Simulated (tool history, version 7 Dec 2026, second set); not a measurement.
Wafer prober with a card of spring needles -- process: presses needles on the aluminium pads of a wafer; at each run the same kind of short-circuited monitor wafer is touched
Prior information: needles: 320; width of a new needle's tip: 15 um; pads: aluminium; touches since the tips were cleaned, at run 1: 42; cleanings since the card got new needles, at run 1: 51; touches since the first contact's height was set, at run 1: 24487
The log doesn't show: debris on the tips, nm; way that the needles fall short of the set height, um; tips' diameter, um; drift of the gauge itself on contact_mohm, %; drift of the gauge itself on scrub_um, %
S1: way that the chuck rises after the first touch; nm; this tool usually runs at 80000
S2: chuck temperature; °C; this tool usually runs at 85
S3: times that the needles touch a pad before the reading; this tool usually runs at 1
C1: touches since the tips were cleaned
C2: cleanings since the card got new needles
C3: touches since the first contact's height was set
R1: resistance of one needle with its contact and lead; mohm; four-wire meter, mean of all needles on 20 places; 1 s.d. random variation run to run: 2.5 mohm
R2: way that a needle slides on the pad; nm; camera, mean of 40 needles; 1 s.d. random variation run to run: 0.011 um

run 1 day=0.000 | S1=80000 S2=85 S3=1 | C1=42 C2=51 C3=24487 | R1=293 R2=12560
-- day=0.700 tips cleaned on abrasive film
run 2 day=1.146 | S1=80000 S2=85 S3=1 | C1=5030 C2=52 C3=37396 | R1=345 R2=12560
-- day=1.438 tips cleaned on abrasive film
-- day=2.171 tips cleaned on abrasive film
run 3 day=2.221 | S1=80000 S2=85 S3=1 | C1=554 C2=54 C3=49442 | R1=304 R2=12530
-- day=2.808 tips cleaned on abrasive film, once more
run 4 day=3.138 | S1=80000 S2=85 S3=1 | C1=3731 C2=55 C3=59780 | R1=329 R2=12550
-- day=3.517 tips cleaned on abrasive film
run 5 day=3.721 | S1=80000 S2=85 S3=2 | C1=2312 C2=56 C3=66346 | R1=305 R2=12520
-- day=4.238 tips cleaned on abrasive film
run 6 day=4.242 | S1=80000 S2=26 S3=1 | C1=25 C2=57 C3=72164 | R1=278 R2=12530
-- day=4.975 tips cleaned on abrasive film
run 7 day=5.179 | S1=80000 S2=85 S3=3 | C1=2302 C2=58 C3=82732 | R1=300 R2=12510
-- day=5.683 tips cleaned on abrasive film
run 8 day=6.112 | S1=80000 S2=85 S3=3 | C1=4883 C2=59 C3=93254 | R1=303 R2=12490
-- day=6.362 tips cleaned on abrasive film
-- day=6.725 height of the first contact set anew
run 9 day=6.962 | S1=80000 S2=85 S3=1 | C1=6628 C2=60 C3=2688 | R1=341 R2=12610
-- day=7.112 tips cleaned on abrasive film
run 10 day=7.488 | S1=80000 S2=85 S3=3 | C1=4258 C2=61 C3=8602 | R1=305 R2=12580
-- day=7.800 tips cleaned on abrasive film
-- day=8.475 tips cleaned on abrasive film
run 11 day=8.579 | S1=80000 S2=85 S3=3 | C1=1182 C2=63 C3=20835 | R1=297 R2=12610
-- day=9.150 tips cleaned on abrasive film
run 12 day=9.262 | S1=85000 S2=85 S3=3 | C1=1255 C2=64 C3=28516 | R1=298 R2=13330
-- day=9.883 tips cleaned on abrasive film
run 13 day=10.200 | S1=80000 S2=27 S3=2 | C1=3617 C2=65 C3=39094 | R1=292 R2=12560
-- day=10.629 tips cleaned on abrasive film
run 14 day=10.992 | S1=83000 S2=66 S3=1 | C1=4061 C2=66 C3=47955 | R1=327 R2=13010
-- day=11.338 tips cleaned on abrasive film
run 15 day=11.654 | S1=80000 S2=69 S3=2 | C1=3579 C2=67 C3=55412 | R1=308 R2=12530
-- day=12.071 tips cleaned on abrasive film
run 16 day=12.388 | S1=95000 S2=85 S3=1 | C1=3595 C2=68 C3=63677 | R1=320 R2=14890
-- day=12.775 tips cleaned on abrasive film
run 17 day=13.162 | S1=92000 S2=41 S3=2 | C1=4368 C2=69 C3=72388 | R1=297 R2=14420
-- day=13.471 tips cleaned on abrasive film
-- day=14.150 tips cleaned on abrasive film
run 18 day=14.233 | S1=77000 S2=98 S3=1 | C1=935 C2=71 C3=84393 | R1=308 R2=12050
-- day=14.838 tips cleaned on abrasive film
run 19 day=15.325 | S1=73000 S2=75 S3=2 | C1=5521 C2=72 C3=96698 | R1=319 R2=11390
-- day=15.525 tips cleaned on abrasive film
-- day=15.612 height of the first contact set anew
run 20 day=15.971 | S1=87000 S2=64 S3=2 | C1=4870 C2=73 C3=4020 | R1=308 R2=13710
-- day=16.246 tips cleaned on abrasive film
run 21 day=16.742 | S1=87000 S2=64 S3=2 | C1=5620 C2=74 C3=12710 | R1=306 R2=13680
-- day=16.917 tips cleaned on abrasive film
run 22 day=17.500 | S1=64000 S2=43 S3=1 | C1=6601 C2=75 C3=21233 | R1=353 R2=10060

Alternative continuations, all from the tool just after run 22; predict every row:
-- day=17.592 tips cleaned on abrasive film
-- day=18.338 tips cleaned on abrasive film
run A day=18.667 | S1=64000 S2=89 S3=2 | C1=3722 C2=77 C3=34329 | R1=? R2=?
-- day=17.592 tips cleaned on abrasive film
-- day=18.338 tips cleaned on abrasive film
run B day=18.667 | S1=61000 S2=32 S3=1 | C1=3722 C2=77 C3=34329 | R1=? R2=?
-- day=17.592 tips cleaned on abrasive film
-- day=18.338 tips cleaned on abrasive film
run C day=18.667 | S1=62000 S2=56 S3=3 | C1=3722 C2=77 C3=34329 | R1=? R2=?

run=A R1=329 R2=10050
run=B R1=344 R2=9590
run=C R1=312 R2=9740
Had the tool no hidden state, the same runs would have come out as:
run=A R1=295 R2=10080
run=B R1=278 R2=9620
run=C R1=289 R2=9770

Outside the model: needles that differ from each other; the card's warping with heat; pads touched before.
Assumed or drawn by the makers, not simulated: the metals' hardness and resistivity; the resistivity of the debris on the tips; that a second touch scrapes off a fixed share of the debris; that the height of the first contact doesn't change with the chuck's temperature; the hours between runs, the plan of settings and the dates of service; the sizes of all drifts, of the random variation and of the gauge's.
